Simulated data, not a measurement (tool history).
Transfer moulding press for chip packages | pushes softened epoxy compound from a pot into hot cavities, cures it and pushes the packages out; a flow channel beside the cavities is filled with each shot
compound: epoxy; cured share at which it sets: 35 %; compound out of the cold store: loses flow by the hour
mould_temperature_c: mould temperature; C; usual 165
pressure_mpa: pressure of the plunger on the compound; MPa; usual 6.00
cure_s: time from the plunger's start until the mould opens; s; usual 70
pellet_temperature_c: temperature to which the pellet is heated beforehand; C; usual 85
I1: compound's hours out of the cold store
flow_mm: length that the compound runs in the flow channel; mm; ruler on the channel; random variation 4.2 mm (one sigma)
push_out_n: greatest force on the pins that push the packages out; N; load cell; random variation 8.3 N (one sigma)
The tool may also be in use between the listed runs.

{"run": 1, "hour": 0.0, "mould_temperature_c": 165, "pressure_mpa": 6.0, "cure_s": 70, "pellet_temperature_c": 85, "I1": 42.8, "flow_mm": 648, "push_out_n": 407}
{"run": 2, "hour": 26.1, "mould_temperature_c": 165, "pressure_mpa": 6.0, "cure_s": 70, "pellet_temperature_c": 85, "I1": 36.4, "flow_mm": 653, "push_out_n": 580}
{"hour": 41.6, "done": "plunger's sealing rings changed"}
{"hour": 50.9, "done": "cavities cleaned with cleaning compound and waxed"}
{"run": 3, "hour": 65.0, "mould_temperature_c": 165, "pressure_mpa": 6.0, "cure_s": 70, "pellet_temperature_c": 85, "I1": 44.7, "flow_mm": 694, "push_out_n": 826}
{"run": 4, "hour": 98.2, "mould_temperature_c": 165, "pressure_mpa": 6.0, "cure_s": 70, "pellet_temperature_c": 85, "I1": 39.6, "flow_mm": 700, "push_out_n": 802}
{"hour": 103.5, "done": "cavities cleaned with cleaning compound and waxed"}
{"run": 5, "hour": 133.5, "mould_temperature_c": 165, "pressure_mpa": 6.0, "cure_s": 70, "pellet_temperature_c": 87, "I1": 30.4, "flow_mm": 712, "push_out_n": 579}
{"hour": 154.9, "done": "cavities cleaned with cleaning compound and waxed"}
{"run": 6, "hour": 174.1, "mould_temperature_c": 165, "pressure_mpa": 6.0, "cure_s": 70, "pellet_temperature_c": 87, "I1": 20.6, "flow_mm": 728, "push_out_n": 577}
{"run": 7, "hour": 195.0, "mould_temperature_c": 165, "pressure_mpa": 6.0, "cure_s": 70, "pellet_temperature_c": 87, "I1": 45.8, "flow_mm": 660, "push_out_n": 641}
{"hour": 208.4, "done": "cavities cleaned with cleaning compound and waxed"}
{"hour": 244.3, "done": "cavities cleaned with cleaning compound and waxed, once more"}
{"run": 8, "hour": 244.3, "mould_temperature_c": 162, "pressure_mpa": 6.59, "cure_s": 70, "pellet_temperature_c": 85, "I1": 23.5, "flow_mm": 746, "push_out_n": 464}
{"run": 9, "hour": 275.9, "mould_temperature_c": 162, "pressure_mpa": 6.59, "cure_s": 70, "pellet_temperature_c": 85, "I1": 36.2, "flow_mm": 705, "push_out_n": 743}
{"hour": 296.0, "done": "plunger's sealing rings changed"}
{"hour": 300.9, "done": "cavities cleaned with cleaning compound and waxed"}
{"run": 10, "hour": 319.0, "mould_temperature_c": 162, "pressure_mpa": 6.59, "cure_s": 54, "pellet_temperature_c": 87, "I1": 14.1, "flow_mm": 840, "push_out_n": 1225}
{"run": 11, "hour": 350.1, "mould_temperature_c": 162, "pressure_mpa": 6.59, "cure_s": 54, "pellet_temperature_c": 87, "I1": 28.2, "flow_mm": 784, "push_out_n": 1417}
{"hour": 354.3, "done": "cavities cleaned with cleaning compound and waxed"}
{"run": 12, "hour": 380.1, "mould_temperature_c": 162, "pressure_mpa": 4.66, "cure_s": 63, "pellet_temperature_c": 93, "I1": 36.7, "flow_mm": 621, "push_out_n": 855}

Forecast each of these 4 alternatives for the next run:
{"hour": 406.0, "done": "cavities cleaned with cleaning compound and waxed"}
{"run": "A", "hour": 413.0, "mould_temperature_c": 163, "pressure_mpa": 7.22, "cure_s": 72, "pellet_temperature_c": 93, "I1": 36.6, "flow_mm": "?", "push_out_n": "?"}
{"hour": 406.0, "done": "cavities cleaned with cleaning compound and waxed"}
{"run": "B", "hour": 413.0, "mould_temperature_c": 171, "pressure_mpa": 4.66, "cure_s": 100, "pellet_temperature_c": 93, "I1": 38.8, "flow_mm": "?", "push_out_n": "?"}
{"hour": 406.0, "done": "cavities cleaned with cleaning compound and waxed"}
{"run": "C", "hour": 413.0, "mould_temperature_c": 162, "pressure_mpa": 5.64, "cure_s": 73, "pellet_temperature_c": 78, "I1": 22.2, "flow_mm": "?", "push_out_n": "?"}
{"hour": 406.0, "done": "cavities cleaned with cleaning compound and waxed"}
{"run": "D", "hour": 413.0, "mould_temperature_c": 165, "pressure_mpa": 5.74, "cure_s": 60, "pellet_temperature_c": 94, "I1": 8.2, "flow_mm": "?", "push_out_n": "?"}

run=A flow_mm=758 push_out_n=491
run=B flow_mm=586 push_out_n=362
run=C flow_mm=728 push_out_n=533
run=D flow_mm=767 push_out_n=628
Without the tool's hidden state the same runs would have given:
run=A flow_mm=788 push_out_n=382
run=B flow_mm=609 push_out_n=293
run=C flow_mm=757 push_out_n=407
run=D flow_mm=797 push_out_n=476

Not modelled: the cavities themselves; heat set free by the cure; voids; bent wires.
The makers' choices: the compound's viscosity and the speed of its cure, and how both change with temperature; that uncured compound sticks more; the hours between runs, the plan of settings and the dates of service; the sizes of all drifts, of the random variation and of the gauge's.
